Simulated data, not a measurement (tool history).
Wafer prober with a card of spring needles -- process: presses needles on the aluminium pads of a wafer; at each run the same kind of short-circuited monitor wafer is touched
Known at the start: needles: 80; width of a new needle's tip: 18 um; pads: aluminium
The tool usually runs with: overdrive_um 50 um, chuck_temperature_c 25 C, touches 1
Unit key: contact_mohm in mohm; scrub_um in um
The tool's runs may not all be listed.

Run 1, day 0.000: usual settings. Result: contact_mohm 202 mohm, scrub_um 6.29 um.
Run 2, day 0.483: usual settings. Result: contact_mohm 254 mohm, scrub_um 6.25 um.
Run 3, day 0.921: usual settings. Result: contact_mohm 272 mohm, scrub_um 6.27 um.
At day 1.158: tips cleaned on abrasive film.
Run 4, day 1.317: usual settings. Result: contact_mohm 230 mohm, scrub_um 6.24 um.
Run 5, day 1.633: usual settings. Result: contact_mohm 258 mohm, scrub_um 6.26 um.
Run 6, day 2.008: usual settings. Result: contact_mohm 267 mohm, scrub_um 6.24 um.
At day 2.308: tips cleaned on abrasive film.
Run 7, day 2.496: usual settings. Result: contact_mohm 233 mohm, scrub_um 6.21 um.
Run 8, day 2.762: usual settings but overdrive_um 51 um. Result: contact_mohm 253 mohm, scrub_um 6.37 um.
Run 9, day 3.046: usual settings but overdrive_um 45 um, chuck_temperature_c 30 C, touches 2. Result: contact_mohm 255 mohm, scrub_um 5.62 um.
At day 3.475: tips cleaned on abrasive film.
Run 10, day 3.512: usual settings but overdrive_um 54 um, chuck_temperature_c 59 C, touches 2. Result: contact_mohm 204 mohm, scrub_um 6.72 um.
Run 11, day 3.879: usual settings but overdrive_um 54 um, chuck_temperature_c 63 C, touches 2. Result: contact_mohm 228 mohm, scrub_um 6.72 um.
Run 12, day 4.325: usual settings but overdrive_um 37 um, chuck_temperature_c 29 C. Result: contact_mohm 350 mohm, scrub_um 4.59 um.
Run 13, day 4.562: usual settings but overdrive_um 65 um, chuck_temperature_c 86 C. Result: contact_mohm 246 mohm, scrub_um 8.15 um.
At day 4.633: tips cleaned on abrasive film.
Run 14, day 4.888: usual settings but overdrive_um 65 um, chuck_temperature_c 86 C. Result: contact_mohm 223 mohm, scrub_um 8.10 um.
Run 15, day 5.288: usual settings but overdrive_um 34 um, chuck_temperature_c 50 C, touches 2. Result: contact_mohm 304 mohm, scrub_um 4.16 um.
Run 16, day 5.612: usual settings but overdrive_um 34 um, chuck_temperature_c 50 C, touches 2. Result: contact_mohm 320 mohm, scrub_um 4.19 um.

Each row is a separate what-if for the run after 16, all from the same tool condition, not one after another. Results?
At day 5.796: tips cleaned on abrasive film.
Run A, day 5.858: usual settings but overdrive_um 54 um. Result: contact_mohm ?, scrub_um ?.
At day 5.796: tips cleaned on abrasive film.
Run B, day 5.858: usual settings but overdrive_um 52 um, chuck_temperature_c 68 C, touches 2. Result: contact_mohm ?, scrub_um ?.
At day 5.796: tips cleaned on abrasive film.
Run C, day 5.858: usual settings but overdrive_um 30 um, chuck_temperature_c 120 C. Result: contact_mohm ?, scrub_um ?.

run  contact_mohm  scrub_um
  A           211      6.69
  B           217      6.50
  C           299      3.62
Without the tool's unlogged condition, the same runs would have read:
run  contact_mohm  scrub_um
  A           190      6.86
  B           203      6.67
  C           240      3.79

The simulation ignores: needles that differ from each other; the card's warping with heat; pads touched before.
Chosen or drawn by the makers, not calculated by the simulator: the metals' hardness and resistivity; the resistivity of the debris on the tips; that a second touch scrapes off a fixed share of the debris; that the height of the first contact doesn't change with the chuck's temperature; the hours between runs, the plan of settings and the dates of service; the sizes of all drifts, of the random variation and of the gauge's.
